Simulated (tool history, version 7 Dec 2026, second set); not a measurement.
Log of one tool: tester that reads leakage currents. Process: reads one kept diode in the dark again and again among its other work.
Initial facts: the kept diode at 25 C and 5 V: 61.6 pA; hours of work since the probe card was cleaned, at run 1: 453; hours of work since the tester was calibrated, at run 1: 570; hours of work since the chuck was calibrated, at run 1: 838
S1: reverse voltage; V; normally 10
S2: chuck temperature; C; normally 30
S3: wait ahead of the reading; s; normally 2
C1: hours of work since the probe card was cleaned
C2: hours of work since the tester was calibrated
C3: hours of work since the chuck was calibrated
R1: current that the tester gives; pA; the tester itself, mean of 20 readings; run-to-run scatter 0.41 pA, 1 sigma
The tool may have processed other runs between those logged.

run,hour,S1,S2,S3,C1,C2,C3,R1
1,0,10,30,2,453,570,838,157.66
2,52.5,10,36,2,490,608,875,259.46
3,109.7,10,36,2,531,648,916,263.35
4,180.7,10,36,2,582,699,966,264.21
5,235.8,10,36,2,621,738,1005,266.67
6,297.2,10,36,2,664,782,1049,269.33
7,384.6,10,30,2,727,844,1111,166.22
8,425.9,10,30,2,756,873,1141,167.08
9,466.8,10,30,2,785,903,1170,167.22
10,511.9,10,30,2,817,935,1202,169.03
11,578.8,2.6,20,4.99,865,982,1250,36.59
12,625.8,14.7,27,2.82,898,1016,1283,163.53
13,698,7.2,32,2,950,1067,1334,172.81
14,782.6,1.4,37,2.38,1010,1127,1395,115.79
# hour 818: chuck's temperature calibrated
# hour 847.8: probe card cleaned and baked
15,855.6,1.3,48,0.65,6,1176,25,223.85
16,942.4,6.9,48,0.54,67,1237,86,511.46

Here are 3 independent what-if runs from the current tool condition. What would each one return?
A,990.1,2.6,22,2,101,1271,120,?
B,990.1,3.1,55,0.67,101,1271,120,?
C,990.1,1.5,21,5.04,101,1271,120,?

run,R1
A,36.08
B,589.63
C,25.07
Take away the tool's hidden state, keep each run's random variation, and the runs would have read:
run,R1
A,34.51
B,570.36
C,23.99
